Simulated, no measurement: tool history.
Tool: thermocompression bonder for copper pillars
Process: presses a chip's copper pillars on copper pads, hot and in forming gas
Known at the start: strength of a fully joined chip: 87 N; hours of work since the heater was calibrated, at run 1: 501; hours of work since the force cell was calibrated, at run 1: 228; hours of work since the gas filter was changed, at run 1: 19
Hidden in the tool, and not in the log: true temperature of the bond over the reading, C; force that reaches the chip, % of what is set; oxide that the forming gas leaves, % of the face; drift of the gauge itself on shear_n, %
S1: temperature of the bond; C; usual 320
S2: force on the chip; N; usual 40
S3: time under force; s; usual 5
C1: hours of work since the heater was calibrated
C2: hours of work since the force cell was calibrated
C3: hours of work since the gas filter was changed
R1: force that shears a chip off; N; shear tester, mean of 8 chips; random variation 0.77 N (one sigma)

{"run": 1, "hour": 0.0, "S1": 320, "S2": 40, "S3": 5, "C1": 501, "C2": 228, "C3": 19, "R1": 61.6}
{"run": 2, "hour": 11.4, "S1": 320, "S2": 40, "S3": 5, "C1": 507, "C2": 234, "C3": 26, "R1": 60.7}
{"run": 3, "hour": 17.5, "S1": 339, "S2": 40, "S3": 5, "C1": 511, "C2": 238, "C3": 29, "R1": 70.3}
{"run": 4, "hour": 23.5, "S1": 339, "S2": 40, "S3": 5, "C1": 515, "C2": 242, "C3": 33, "R1": 69.3}
{"run": 5, "hour": 33.9, "S1": 320, "S2": 40, "S3": 5, "C1": 521, "C2": 248, "C3": 39, "R1": 62.3}
{"run": 6, "hour": 43.1, "S1": 320, "S2": 40, "S3": 5, "C1": 526, "C2": 253, "C3": 44, "R1": 60.8}
{"run": 7, "hour": 53.5, "S1": 320, "S2": 40, "S3": 5, "C1": 532, "C2": 259, "C3": 50, "R1": 60.6}
{"run": 8, "hour": 61.3, "S1": 320, "S2": 40, "S3": 5, "C1": 537, "C2": 264, "C3": 55, "R1": 60.9}
{"run": 9, "hour": 70.5, "S1": 320, "S2": 40, "S3": 5, "C1": 542, "C2": 269, "C3": 61, "R1": 60}
{"run": 10, "hour": 77.1, "S1": 320, "S2": 40, "S3": 5, "C1": 546, "C2": 273, "C3": 64, "R1": 59.9}
{"run": 11, "hour": 84.5, "S1": 320, "S2": 40, "S3": 9, "C1": 551, "C2": 278, "C3": 69, "R1": 69.7}
{"run": 12, "hour": 96.8, "S1": 320, "S2": 40, "S3": 5, "C1": 558, "C2": 285, "C3": 76, "R1": 61.1}
{"run": 13, "hour": 107.0, "S1": 320, "S2": 40, "S3": 5, "C1": 564, "C2": 291, "C3": 82, "R1": 61.2}
{"run": 14, "hour": 118.1, "S1": 294, "S2": 40, "S3": 5, "C1": 571, "C2": 298, "C3": 89, "R1": 48.5}
{"run": 15, "hour": 127.4, "S1": 294, "S2": 40, "S3": 5, "C1": 576, "C2": 303, "C3": 94, "R1": 49.5}
{"run": 16, "hour": 134.0, "S1": 320, "S2": 40, "S3": 5, "C1": 580, "C2": 307, "C3": 98, "R1": 60.3}
{"run": 17, "hour": 139.7, "S1": 320, "S2": 40, "S3": 5, "C1": 583, "C2": 310, "C3": 101, "R1": 59.5}
{"run": 18, "hour": 153.2, "S1": 320, "S2": 40, "S3": 5, "C1": 591, "C2": 318, "C3": 110, "R1": 60.5}
{"run": 19, "hour": 162.4, "S1": 320, "S2": 40, "S3": 5, "C1": 597, "C2": 324, "C3": 115, "R1": 60.7}
{"run": 20, "hour": 173.0, "S1": 320, "S2": 40, "S3": 5, "C1": 603, "C2": 330, "C3": 121, "R1": 58.9}
{"run": 21, "hour": 180.2, "S1": 318, "S2": 37, "S3": 14, "C1": 607, "C2": 334, "C3": 125, "R1": 70.4}
{"run": 22, "hour": 194.4, "S1": 318, "S2": 29, "S3": 10, "C1": 616, "C2": 343, "C3": 134, "R1": 59.4}
{"run": 23, "hour": 206.3, "S1": 320, "S2": 46, "S3": 5, "C1": 623, "C2": 350, "C3": 141, "R1": 64.1}
{"run": 24, "hour": 212.9, "S1": 295, "S2": 30, "S3": 8, "C1": 627, "C2": 354, "C3": 145, "R1": 45.9}
{"run": 25, "hour": 223.0, "S1": 333, "S2": 27, "S3": 7, "C1": 633, "C2": 360, "C3": 151, "R1": 57.2}
{"run": 26, "hour": 234.1, "S1": 342, "S2": 39, "S3": 10, "C1": 639, "C2": 366, "C3": 157, "R1": 76.1}
{"run": 27, "hour": 244.4, "S1": 313, "S2": 39, "S3": 3, "C1": 645, "C2": 372, "C3": 163, "R1": 49.2}
{"run": 28, "hour": 253.9, "S1": 320, "S2": 36, "S3": 5, "C1": 651, "C2": 378, "C3": 169, "R1": 56.2}
{"run": 29, "hour": 265.3, "S1": 320, "S2": 40, "S3": 4, "C1": 658, "C2": 385, "C3": 176, "R1": 54.9}
{"run": 30, "hour": 274.1, "S1": 342, "S2": 40, "S3": 10, "C1": 663, "C2": 390, "C3": 181, "R1": 75.6}
{"run": 31, "hour": 282.1, "S1": 313, "S2": 50, "S3": 14, "C1": 668, "C2": 395, "C3": 186, "R1": 75}
{"run": 32, "hour": 291.4, "S1": 290, "S2": 40, "S3": 4, "C1": 673, "C2": 400, "C3": 191, "R1": 42.2}
{"run": 33, "hour": 305.7, "S1": 306, "S2": 30, "S3": 3, "C1": 682, "C2": 409, "C3": 200, "R1": 36}
{"run": 34, "hour": 312.8, "S1": 307, "S2": 40, "S3": 3, "C1": 686, "C2": 413, "C3": 204, "R1": 45.9}
{"run": 35, "hour": 321.5, "S1": 310, "S2": 48, "S3": 8, "C1": 691, "C2": 418, "C3": 209, "R1": 67.1}
{"run": 36, "hour": 330.3, "S1": 310, "S2": 48, "S3": 8, "C1": 696, "C2": 423, "C3": 214, "R1": 66.6}
{"run": 37, "hour": 338.1, "S1": 310, "S2": 48, "S3": 8, "C1": 701, "C2": 428, "C3": 219, "R1": 66.4}
{"run": 38, "hour": 349.5, "S1": 310, "S2": 48, "S3": 8, "C1": 708, "C2": 435, "C3": 226, "R1": 68.9}
{"run": 39, "hour": 362.4, "S1": 299, "S2": 33, "S3": 15, "C1": 715, "C2": 442, "C3": 233, "R1": 59.4}
{"run": 40, "hour": 373.8, "S1": 297, "S2": 32, "S3": 9, "C1": 722, "C2": 449, "C3": 240, "R1": 49.6}

Some steps in R1 between neighbouring runs. How much of each would the tool show without its hidden state too (settings, what came in, random variation), and how much is left for the hidden state, with any gauge scatter that isn't in both results?
Run 26 -> 27: S1 342 -> 313, S3 10 -> 3. R1 -26.9 N: hidden state +2.5, all else -29.4.
Run 29 -> 30: S1 320 -> 342, S3 4 -> 10. R1 +20.7 N: hidden state -2.5, all else +23.2.
Run 31 -> 32: S1 313 -> 290, S2 50 -> 40, S3 14 -> 4. R1 -32.8 N: hidden state +3, all else -35.8.
Run 34 -> 35: S1 307 -> 310, S2 40 -> 48, S3 3 -> 8. R1 +21.2 N: hidden state -1.7, all else +22.9.

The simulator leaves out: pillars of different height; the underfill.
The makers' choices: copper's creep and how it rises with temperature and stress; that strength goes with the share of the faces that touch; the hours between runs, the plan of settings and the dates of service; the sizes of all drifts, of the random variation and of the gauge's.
